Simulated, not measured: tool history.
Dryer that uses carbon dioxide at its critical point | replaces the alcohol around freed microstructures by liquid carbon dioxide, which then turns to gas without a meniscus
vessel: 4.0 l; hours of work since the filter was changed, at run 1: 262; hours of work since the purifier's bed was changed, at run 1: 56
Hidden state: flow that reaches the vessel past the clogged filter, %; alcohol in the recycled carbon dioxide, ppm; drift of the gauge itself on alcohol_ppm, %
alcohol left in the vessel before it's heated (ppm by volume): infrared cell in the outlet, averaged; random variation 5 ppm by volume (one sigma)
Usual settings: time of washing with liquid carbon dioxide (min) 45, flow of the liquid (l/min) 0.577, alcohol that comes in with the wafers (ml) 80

run	hour	time of washing with liquid carbon dioxide (min)	flow of the liquid (l/min)	alcohol that comes in with the wafers (ml)	hours of work since the filter was changed	hours of work since the purifier's bed was changed	alcohol left in the vessel before it's heated (ppm by volume)
1	0	45	0.577	80	262	56	135
2	11.2	45	0.577	72	267	61	112
# hour 16.5: inlet filter changed
3	34.6	45	0.577	72	9	72	56
4	52.6	45	0.577	26	17	81	31
5	68.4	45	0.577	26	25	88	38
6	81.2	45	0.577	26	31	94	32
7	102.9	45	0.577	26	41	104	33
8	116.7	45	0.71	80	48	111	30
9	131	63	0.71	80	54	118	29
10	153.6	63	0.71	80	65	128	25
11	176.1	45	0.577	80	76	139	79
12	197.6	45	0.577	80	86	149	81
13	212.6	45	0.577	80	93	157	84
14	233	45	0.577	80	103	166	92
15	250.3	45	0.577	80	111	174	89
16	271.5	45	0.577	80	121	185	99
17	288.7	45	0.577	90	129	193	106
18	302.7	45	0.577	90	136	199	103
19	327	33	0.577	27	147	211	138
20	348.8	43	0.455	28	158	221	130
21	366.3	32	0.95	28	166	230	59
22	383.9	32	0.95	28	175	238	54
23	395.2	40	0.95	58	180	243	52
24	412.3	40	0.896	58	188	251	51
25	425.6	64	0.502	116	194	258	80
26	442	64	0.502	116	202	266	73
27	459.4	64	0.502	116	210	274	79
28	478.5	64	0.502	116	219	283	87
29	499.7	32	0.808	80	230	293	143
30	518.4	71	0.801	80	238	302	52
31	536.8	29	0.577	76	247	311	662
32	551.4	28	0.498	39	254	318	614
33	568.6	28	0.498	39	262	326	638
# hour 583.4: inlet filter changed
34	583.8	58	0.378	46	0	332	115
35	596.1	36	0.903	52	6	338	70

How the hidden state differs across the entries between the runs, from the last listed run before each to the first after it:
Between runs 2 and 3: inlet filter changed (hour 16.5)
  flow that reaches the vessel past the clogged filter, %: 81.7 -> 99.3; alcohol in the recycled carbon dioxide, ppm: 14.9 -> 16.6
  measured less the result without the state, alcohol left in the vessel before it's heated (ppm by volume): +80 -> +14
Between runs 33 and 34: inlet filter changed (hour 583.4)
  flow that reaches the vessel past the clogged filter, %: 84 -> 99; alcohol in the recycled carbon dioxide, ppm: 57.4 -> 58.6
  measured less the result without the state, alcohol left in the vessel before it's heated (ppm by volume): +300 -> +53

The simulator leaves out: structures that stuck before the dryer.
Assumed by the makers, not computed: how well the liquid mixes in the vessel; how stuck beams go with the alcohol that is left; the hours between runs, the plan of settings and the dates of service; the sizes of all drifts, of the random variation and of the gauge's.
